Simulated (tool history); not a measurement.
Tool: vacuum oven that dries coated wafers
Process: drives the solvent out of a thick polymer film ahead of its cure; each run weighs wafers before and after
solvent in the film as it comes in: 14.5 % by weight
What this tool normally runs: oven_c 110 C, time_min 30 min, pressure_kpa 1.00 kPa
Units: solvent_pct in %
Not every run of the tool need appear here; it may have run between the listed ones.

run    day  oven_c  time_min  pressure_kpa  solvent_pct
  1  0.000     110        30          1.00         1.82
  2  0.375     110        30          0.81         1.78
  3  1.029     110        30          1.00         1.83
  4  1.558     110        30          1.00         1.83
  5  2.167     110        30          1.00         1.80
  6  2.825     110        30          1.00         1.78
  7  3.204     110        30          1.00         1.87
  8  3.738     110        30          1.00         1.80
  9  4.088     117        46          1.24         0.63
 10  4.633     110        30          2.49         2.51
 11  4.908     110        24          1.00         2.47
 12  5.496     110        36          1.00         1.35
 13  5.821     110        36          1.00         1.31
 14  6.383     124        27          1.00         0.46
 15  6.862     124        27          1.00         0.52
 16  7.458     123        27          1.00         0.65

Some steps in solvent_pct between neighbouring runs. How much of each would the tool show without its hidden state too (settings, what came in, random variation), and how much is left for the hidden state, with any gauge scatter that isn't in both results?
What the log doesn't record here: true wafer temperature over the reading, C; true pressure over the reading, kPa; drift of the gauge itself on solvent_pct, %.
Run 9 -> 10: oven_c 117 -> 110, time_min 46 -> 30, pressure_kpa 1.24 -> 2.49. solvent_pct +1.88 %: hidden state -0.07, all else +1.95.
